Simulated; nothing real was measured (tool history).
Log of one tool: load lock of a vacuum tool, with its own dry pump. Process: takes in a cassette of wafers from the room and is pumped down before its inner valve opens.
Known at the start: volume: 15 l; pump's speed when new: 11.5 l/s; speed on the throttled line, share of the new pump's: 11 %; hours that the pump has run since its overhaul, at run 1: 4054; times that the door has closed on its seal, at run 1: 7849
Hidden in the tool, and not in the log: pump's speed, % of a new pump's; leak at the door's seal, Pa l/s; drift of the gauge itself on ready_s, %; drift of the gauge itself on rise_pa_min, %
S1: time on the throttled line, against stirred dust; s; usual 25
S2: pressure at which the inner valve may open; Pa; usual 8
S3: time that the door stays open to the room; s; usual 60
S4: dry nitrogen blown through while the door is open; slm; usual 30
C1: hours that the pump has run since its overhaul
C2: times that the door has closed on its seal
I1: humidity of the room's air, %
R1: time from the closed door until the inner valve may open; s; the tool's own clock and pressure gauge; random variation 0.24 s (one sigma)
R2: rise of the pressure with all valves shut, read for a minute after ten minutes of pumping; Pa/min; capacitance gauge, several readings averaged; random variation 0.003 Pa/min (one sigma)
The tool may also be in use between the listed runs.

{"run": 1, "hour": 0.0, "S1": 25, "S2": 8, "S3": 60, "S4": 30, "C1": 4054, "C2": 7849, "I1": 39.4, "R1": 34.7, "R2": 0.121}
{"run": 2, "hour": 383.3, "S1": 25, "S2": 8, "S3": 60, "S4": 30, "C1": 4438, "C2": 8330, "I1": 43.4, "R1": 35.1, "R2": 0.137}
{"run": 3, "hour": 743.3, "S1": 25, "S2": 8, "S3": 60, "S4": 30, "C1": 4798, "C2": 8782, "I1": 44.8, "R1": 34.9, "R2": 0.142}
{"run": 4, "hour": 1063.2, "S1": 25, "S2": 8, "S3": 60, "S4": 30, "C1": 5118, "C2": 9184, "I1": 46.5, "R1": 35.1, "R2": 0.152}
{"run": 5, "hour": 1360.1, "S1": 25, "S2": 8, "S3": 60, "S4": 30, "C1": 5415, "C2": 9557, "I1": 48.4, "R1": 35.2, "R2": 0.165}
{"run": 6, "hour": 1685.8, "S1": 25, "S2": 8, "S3": 60, "S4": 30, "C1": 5740, "C2": 9966, "I1": 44.5, "R1": 35.3, "R2": 0.171}
{"run": 7, "hour": 2041.7, "S1": 25, "S2": 8, "S3": 60, "S4": 4, "C1": 6096, "C2": 10413, "I1": 45.9, "R1": 35.0, "R2": 0.21}
{"run": 8, "hour": 2388.8, "S1": 25, "S2": 8, "S3": 60, "S4": 30, "C1": 6443, "C2": 10849, "I1": 43.7, "R1": 35.2, "R2": 0.182}
{"run": 9, "hour": 2728.2, "S1": 25, "S2": 8, "S3": 60, "S4": 30, "C1": 6783, "C2": 11275, "I1": 49.9, "R1": 35.1, "R2": 0.192}
{"run": 10, "hour": 2886.6, "S1": 25, "S2": 8, "S3": 41, "S4": 30, "C1": 6941, "C2": 11474, "I1": 48.8, "R1": 35.2, "R2": 0.197}
{"run": 11, "hour": 3272.5, "S1": 49, "S2": 8, "S3": 60, "S4": 30, "C1": 7327, "C2": 11959, "I1": 45.1, "R1": 56.7, "R2": 0.201}
{"run": 12, "hour": 3556.4, "S1": 18, "S2": 8, "S3": 60, "S4": 30, "C1": 7611, "C2": 12316, "I1": 43.2, "R1": 29.0, "R2": 0.214}
{"run": 13, "hour": 3830.5, "S1": 18, "S2": 8, "S3": 60, "S4": 30, "C1": 7885, "C2": 12660, "I1": 42.9, "R1": 28.8, "R2": 0.218}
{"run": 14, "hour": 4178.7, "S1": 18, "S2": 8, "S3": 60, "S4": 30, "C1": 8233, "C2": 13097, "I1": 42.1, "R1": 29.1, "R2": 0.23}
{"run": 15, "hour": 4435.3, "S1": 18, "S2": 8, "S3": 60, "S4": 30, "C1": 8490, "C2": 13420, "I1": 46.2, "R1": 29.5, "R2": 0.237}
{"run": 16, "hour": 4748.0, "S1": 32, "S2": 8, "S3": 60, "S4": 30, "C1": 8803, "C2": 13812, "I1": 45.4, "R1": 41.7, "R2": 0.243}
{"run": 17, "hour": 5026.5, "S1": 32, "S2": 8, "S3": 60, "S4": 30, "C1": 9081, "C2": 14162, "I1": 47.8, "R1": 41.6, "R2": 0.253}
{"run": 18, "hour": 5184.7, "S1": 32, "S2": 8, "S3": 60, "S4": 30, "C1": 9239, "C2": 14361, "I1": 47.5, "R1": 42.0, "R2": 0.262}
{"run": 19, "hour": 5537.2, "S1": 25, "S2": 13, "S3": 49, "S4": 41, "C1": 9592, "C2": 14804, "I1": 46.4, "R1": 34.7, "R2": 0.268}
{"run": 20, "hour": 5739.9, "S1": 19, "S2": 8, "S3": 60, "S4": 11, "C1": 9794, "C2": 15058, "I1": 45.7, "R1": 30.1, "R2": 0.312}
{"run": 21, "hour": 5962.6, "S1": 19, "S2": 8, "S3": 60, "S4": 11, "C1": 10017, "C2": 15338, "I1": 43.5, "R1": 30.2, "R2": 0.31}
{"run": 22, "hour": 6312.5, "S1": 19, "S2": 8, "S3": 60, "S4": 11, "C1": 10367, "C2": 15777, "I1": 46.8, "R1": 30.4, "R2": 0.323}
{"run": 23, "hour": 6684.3, "S1": 19, "S2": 8, "S3": 60, "S4": 11, "C1": 10739, "C2": 16244, "I1": 47.5, "R1": 30.2, "R2": 0.34}
{"run": 24, "hour": 6910.4, "S1": 30, "S2": 6, "S3": 60, "S4": 11, "C1": 10965, "C2": 16528, "I1": 42.5, "R1": 40.4, "R2": 0.33}
{"run": 25, "hour": 7248.8, "S1": 24, "S2": 10, "S3": 26, "S4": 7, "C1": 11303, "C2": 16953, "I1": 44.8, "R1": 34.0, "R2": 0.338}
{"run": 26, "hour": 7611.4, "S1": 24, "S2": 10, "S3": 26, "S4": 7, "C1": 11666, "C2": 17409, "I1": 42.4, "R1": 34.2, "R2": 0.356}
{"run": 27, "hour": 7872.9, "S1": 41, "S2": 16, "S3": 60, "S4": 15, "C1": 11927, "C2": 17737, "I1": 47.8, "R1": 48.4, "R2": 0.371}
{"run": 28, "hour": 8221.9, "S1": 15, "S2": 13, "S3": 119, "S4": 19, "C1": 12276, "C2": 18176, "I1": 43.1, "R1": 26.4, "R2": 0.391}
{"run": 29, "hour": 8614.3, "S1": 15, "S2": 13, "S3": 119, "S4": 19, "C1": 12669, "C2": 18669, "I1": 44.1, "R1": 26.4, "R2": 0.407}
{"run": 30, "hour": 8970.8, "S1": 39, "S2": 7, "S3": 60, "S4": 5, "C1": 13025, "C2": 19116, "I1": 44.9, "R1": 48.2, "R2": 0.429}
{"run": 31, "hour": 9165.4, "S1": 46, "S2": 7, "S3": 72, "S4": 31, "C1": 13220, "C2": 19361, "I1": 44.1, "R1": 54.0, "R2": 0.404}
{"run": 32, "hour": 9372.4, "S1": 34, "S2": 8, "S3": 196, "S4": 30, "C1": 13427, "C2": 19621, "I1": 43.0, "R1": 44.1, "R2": 0.427}
{"run": 33, "hour": 9613.5, "S1": 24, "S2": 8, "S3": 60, "S4": 30, "C1": 13668, "C2": 19924, "I1": 43.2, "R1": 34.8, "R2": 0.408}
{"run": 34, "hour": 9977.1, "S1": 25, "S2": 8, "S3": 60, "S4": 40, "C1": 14032, "C2": 20380, "I1": 46.7, "R1": 36.0, "R2": 0.427}
{"run": 35, "hour": 10345.2, "S1": 25, "S2": 8, "S3": 60, "S4": 40, "C1": 14400, "C2": 20842, "I1": 45.7, "R1": 36.0, "R2": 0.437}
{"hour": 10369.5, "done": "door's seal changed, seat wiped"}
{"run": 36, "hour": 10641.4, "S1": 14, "S2": 15, "S3": 60, "S4": 30, "C1": 14694, "C2": 342, "I1": 45.6, "R1": 25.5, "R2": 0.05}

4 ways to go on from here, each from the tool as it stands after run 36. What would each give?
{"run": "A", "hour": 10804.1, "S1": 15, "S2": 15, "S3": 60, "S4": 7, "C1": 14857, "C2": 546, "I1": 44.1, "R1": "?", "R2": "?"}
{"run": "B", "hour": 10804.1, "S1": 14, "S2": 16, "S3": 60, "S4": 35, "C1": 14857, "C2": 546, "I1": 47.7, "R1": "?", "R2": "?"}
{"run": "C", "hour": 10804.1, "S1": 18, "S2": 7, "S3": 95, "S4": 30, "C1": 14857, "C2": 546, "I1": 43.9, "R1": "?", "R2": "?"}
{"run": "D", "hour": 10804.1, "S1": 44, "S2": 12, "S3": 60, "S4": 4, "C1": 14857, "C2": 546, "I1": 46.8, "R1": "?", "R2": "?"}

run=A R1=26.5 R2=0.074
run=B R1=25.9 R2=0.049
run=C R1=29.8 R2=0.052
run=D R1=51.9 R2=0.090
Without the tool's hidden state the same runs would have given:
run=A R1=25.0 R2=0.072
run=B R1=24.4 R2=0.047
run=C R1=28.1 R2=0.050
run=D R1=50.8 R2=0.088

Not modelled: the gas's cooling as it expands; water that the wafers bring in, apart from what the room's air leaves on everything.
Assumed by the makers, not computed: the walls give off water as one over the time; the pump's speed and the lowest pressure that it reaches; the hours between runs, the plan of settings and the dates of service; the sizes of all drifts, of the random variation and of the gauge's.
